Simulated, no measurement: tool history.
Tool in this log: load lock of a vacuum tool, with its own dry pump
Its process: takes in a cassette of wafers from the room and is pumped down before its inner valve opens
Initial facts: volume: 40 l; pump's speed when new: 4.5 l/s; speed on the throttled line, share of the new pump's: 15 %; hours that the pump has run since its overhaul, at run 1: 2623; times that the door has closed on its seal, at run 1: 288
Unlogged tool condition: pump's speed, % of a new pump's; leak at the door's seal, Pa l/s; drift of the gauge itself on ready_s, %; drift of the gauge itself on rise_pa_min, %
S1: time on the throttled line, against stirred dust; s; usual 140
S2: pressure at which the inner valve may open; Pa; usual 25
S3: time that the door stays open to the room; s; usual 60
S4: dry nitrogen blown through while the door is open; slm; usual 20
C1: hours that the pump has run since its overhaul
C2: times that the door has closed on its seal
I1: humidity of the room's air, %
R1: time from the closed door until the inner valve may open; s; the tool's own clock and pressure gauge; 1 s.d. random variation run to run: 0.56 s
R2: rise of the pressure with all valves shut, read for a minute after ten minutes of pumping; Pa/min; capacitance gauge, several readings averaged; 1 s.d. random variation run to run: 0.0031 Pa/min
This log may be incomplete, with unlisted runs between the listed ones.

{"run": 1, "hour": 0.0, "S1": 140, "S2": 25, "S3": 60, "S4": 20, "C1": 2623, "C2": 288, "I1": 45.9, "R1": 194.3, "R2": 0.056}
{"run": 2, "hour": 92.1, "S1": 91, "S2": 25, "S3": 60, "S4": 20, "C1": 2715, "C2": 656, "I1": 46.1, "R1": 151.1, "R2": 0.058}
{"run": 3, "hour": 180.0, "S1": 91, "S2": 25, "S3": 60, "S4": 20, "C1": 2803, "C2": 1007, "I1": 45.8, "R1": 151, "R2": 0.064}
{"run": 4, "hour": 268.0, "S1": 140, "S2": 25, "S3": 60, "S4": 20, "C1": 2891, "C2": 1358, "I1": 45.9, "R1": 191.9, "R2": 0.064}
{"run": 5, "hour": 362.9, "S1": 140, "S2": 23, "S3": 60, "S4": 20, "C1": 2986, "C2": 1737, "I1": 44.8, "R1": 193.7, "R2": 0.061}
{"run": 6, "hour": 448.3, "S1": 140, "S2": 25, "S3": 60, "S4": 20, "C1": 3071, "C2": 2077, "I1": 43.8, "R1": 192.4, "R2": 0.058}
{"run": 7, "hour": 607.4, "S1": 140, "S2": 25, "S3": 60, "S4": 20, "C1": 3230, "C2": 2713, "I1": 46.7, "R1": 192.3, "R2": 0.063}
{"run": 8, "hour": 756.8, "S1": 140, "S2": 25, "S3": 60, "S4": 20, "C1": 3379, "C2": 3309, "I1": 50.1, "R1": 191.7, "R2": 0.069}
{"run": 9, "hour": 868.0, "S1": 140, "S2": 25, "S3": 60, "S4": 20, "C1": 3491, "C2": 3752, "I1": 46.2, "R1": 193.3, "R2": 0.059}
{"run": 10, "hour": 1006.5, "S1": 140, "S2": 45, "S3": 60, "S4": 20, "C1": 3629, "C2": 4305, "I1": 46.8, "R1": 188.3, "R2": 0.062}
{"run": 11, "hour": 1118.7, "S1": 140, "S2": 45, "S3": 60, "S4": 20, "C1": 3741, "C2": 4753, "I1": 45, "R1": 187.4, "R2": 0.061}
{"run": 12, "hour": 1231.7, "S1": 140, "S2": 25, "S3": 60, "S4": 43, "C1": 3854, "C2": 5204, "I1": 47.8, "R1": 192.9, "R2": 0.046}
{"run": 13, "hour": 1300.3, "S1": 140, "S2": 25, "S3": 60, "S4": 43, "C1": 3923, "C2": 5478, "I1": 47.2, "R1": 193.1, "R2": 0.046}
{"run": 14, "hour": 1462.6, "S1": 140, "S2": 25, "S3": 60, "S4": 43, "C1": 4085, "C2": 6126, "I1": 42.1, "R1": 192.5, "R2": 0.045}
{"run": 15, "hour": 1628.4, "S1": 140, "S2": 25, "S3": 181, "S4": 43, "C1": 4251, "C2": 6787, "I1": 42.6, "R1": 193.9, "R2": 0.092}
{"run": 16, "hour": 1793.7, "S1": 140, "S2": 25, "S3": 181, "S4": 43, "C1": 4416, "C2": 7447, "I1": 45.3, "R1": 192.7, "R2": 0.096}
{"run": 17, "hour": 1872.7, "S1": 140, "S2": 25, "S3": 181, "S4": 43, "C1": 4495, "C2": 7762, "I1": 47.8, "R1": 193.2, "R2": 0.102}
{"run": 18, "hour": 1997.8, "S1": 140, "S2": 25, "S3": 181, "S4": 43, "C1": 4620, "C2": 8261, "I1": 44.3, "R1": 192.9, "R2": 0.088}
{"run": 19, "hour": 2077.1, "S1": 140, "S2": 25, "S3": 181, "S4": 43, "C1": 4700, "C2": 8578, "I1": 43.8, "R1": 192.3, "R2": 0.095}
{"run": 20, "hour": 2233.4, "S1": 140, "S2": 25, "S3": 181, "S4": 43, "C1": 4856, "C2": 9202, "I1": 46.7, "R1": 192.6, "R2": 0.101}
{"run": 21, "hour": 2402.3, "S1": 73, "S2": 19, "S3": 26, "S4": 11, "C1": 5025, "C2": 9876, "I1": 44.9, "R1": 139.4, "R2": 0.04}
{"run": 22, "hour": 2536.3, "S1": 118, "S2": 23, "S3": 31, "S4": 4, "C1": 5159, "C2": 10411, "I1": 47.2, "R1": 175.1, "R2": 0.054}
{"run": 23, "hour": 2651.0, "S1": 206, "S2": 25, "S3": 60, "S4": 20, "C1": 5274, "C2": 10868, "I1": 44.7, "R1": 249.6, "R2": 0.06}
{"run": 24, "hour": 2728.9, "S1": 92, "S2": 25, "S3": 219, "S4": 9, "C1": 5352, "C2": 11179, "I1": 44.1, "R1": 151.9, "R2": 0.179}
{"run": 25, "hour": 2809.0, "S1": 140, "S2": 25, "S3": 60, "S4": 17, "C1": 5432, "C2": 11499, "I1": 49, "R1": 193.7, "R2": 0.069}
{"run": 26, "hour": 2930.6, "S1": 140, "S2": 25, "S3": 42, "S4": 20, "C1": 5553, "C2": 11984, "I1": 45.5, "R1": 193.1, "R2": 0.052}
{"run": 27, "hour": 3028.8, "S1": 140, "S2": 25, "S3": 42, "S4": 20, "C1": 5651, "C2": 12376, "I1": 43.5, "R1": 193, "R2": 0.045}
{"run": 28, "hour": 3120.5, "S1": 140, "S2": 49, "S3": 229, "S4": 20, "C1": 5743, "C2": 12742, "I1": 45.1, "R1": 186.4, "R2": 0.155}
{"run": 29, "hour": 3217.0, "S1": 140, "S2": 49, "S3": 229, "S4": 20, "C1": 5840, "C2": 13127, "I1": 44.2, "R1": 187.2, "R2": 0.152}
{"run": 30, "hour": 3300.1, "S1": 140, "S2": 44, "S3": 53, "S4": 20, "C1": 5923, "C2": 13459, "I1": 46.6, "R1": 187.9, "R2": 0.055}
{"run": 31, "hour": 3453.8, "S1": 140, "S2": 44, "S3": 53, "S4": 20, "C1": 6076, "C2": 14072, "I1": 45.4, "R1": 187.5, "R2": 0.053}
{"run": 32, "hour": 3535.9, "S1": 140, "S2": 44, "S3": 53, "S4": 20, "C1": 6159, "C2": 14400, "I1": 42.7, "R1": 187.2, "R2": 0.054}

Run 33, settings as shown, results not yet in. Your forecast:
{"run": 33, "hour": 3689.0, "S1": 194, "S2": 35, "S3": 26, "S4": 5, "C1": 6312, "C2": 15011, "I1": 42.9, "R1": "?", "R2": "?"}

{"run 33": {"R1": 235.3, "R2": 0.046}}
If the tool had no hidden condition, the same run with the same run-to-run variation would have returned R1 235.3 s, R2 0.046 Pa/min.
